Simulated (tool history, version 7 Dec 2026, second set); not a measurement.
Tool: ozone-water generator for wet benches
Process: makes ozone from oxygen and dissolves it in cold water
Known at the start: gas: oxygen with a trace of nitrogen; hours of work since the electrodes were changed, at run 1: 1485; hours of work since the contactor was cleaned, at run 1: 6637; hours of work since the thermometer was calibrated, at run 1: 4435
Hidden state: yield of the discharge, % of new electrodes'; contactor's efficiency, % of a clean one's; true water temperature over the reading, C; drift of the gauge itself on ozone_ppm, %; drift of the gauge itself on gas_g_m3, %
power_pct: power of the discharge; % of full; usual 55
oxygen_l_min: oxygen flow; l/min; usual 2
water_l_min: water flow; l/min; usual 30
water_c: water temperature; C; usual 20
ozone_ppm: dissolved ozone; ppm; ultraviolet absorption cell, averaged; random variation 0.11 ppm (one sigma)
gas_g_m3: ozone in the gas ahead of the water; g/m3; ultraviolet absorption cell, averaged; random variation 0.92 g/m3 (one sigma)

run,hour,power_pct,oxygen_l_min,water_l_min,water_c,hours of work since the electrodes were changed,hours of work since the contactor was cleaned,hours of work since the thermometer was calibrated,ozone_ppm,gas_g_m3
1,0,55,2,30,20,1485,6637,4435,6.4,150.2
2,56.4,55,2,30,20,1522,6673,4472,6.8,149.5
3,114.5,55,2,30,20,1560,6711,4510,6.3,149.2
4,167.5,55,2,30,20,1594,6746,4544,6.5,149.1
5,228.7,55,2,30,20,1634,6785,4584,6.5,149.1
6,289.8,87,2,30,20,1674,6825,4624,8.8,201.9
7,351.2,87,2,30,20,1714,6865,4664,8.5,199.5
8,400.4,87,2,30,20,1746,6897,4696,8.6,199.1
# hour 409.1: contactor cleaned
9,440.7,55,2,27,20,1770,21,4719,6.9,148.9
10,502.6,55,2,27,20,1810,61,4760,6.9,150.3
11,555.7,50,3.55,47,17,1844,95,4794,4.6,107.9
# hour 597.4: contactor cleaned, once more
12,622.3,50,3.55,47,17,1885,16,4835,5,106.9

Forecast each of these 5 alternatives for the next run:
A,649.9,55,2.09,30,20,1903,34,4853,?,?
B,649.9,55,1.72,22,20,1903,34,4853,?,?
C,649.9,55,1.41,29,14,1903,34,4853,?,?
D,649.9,55,2.92,18,17,1903,34,4853,?,?
E,649.9,55,2,30,15,1903,34,4853,?,?

run,ozone_ppm,gas_g_m3
A,6.8,147.6
B,8.6,158.7
C,6.4,174.2
D,12.4,124.1
E,7,149.3
Without the tool's hidden state the same runs would have given:
run,ozone_ppm,gas_g_m3
A,7,153.7
B,9,165.3
C,6.7,181.5
D,12.9,129.3
E,7.3,155.5

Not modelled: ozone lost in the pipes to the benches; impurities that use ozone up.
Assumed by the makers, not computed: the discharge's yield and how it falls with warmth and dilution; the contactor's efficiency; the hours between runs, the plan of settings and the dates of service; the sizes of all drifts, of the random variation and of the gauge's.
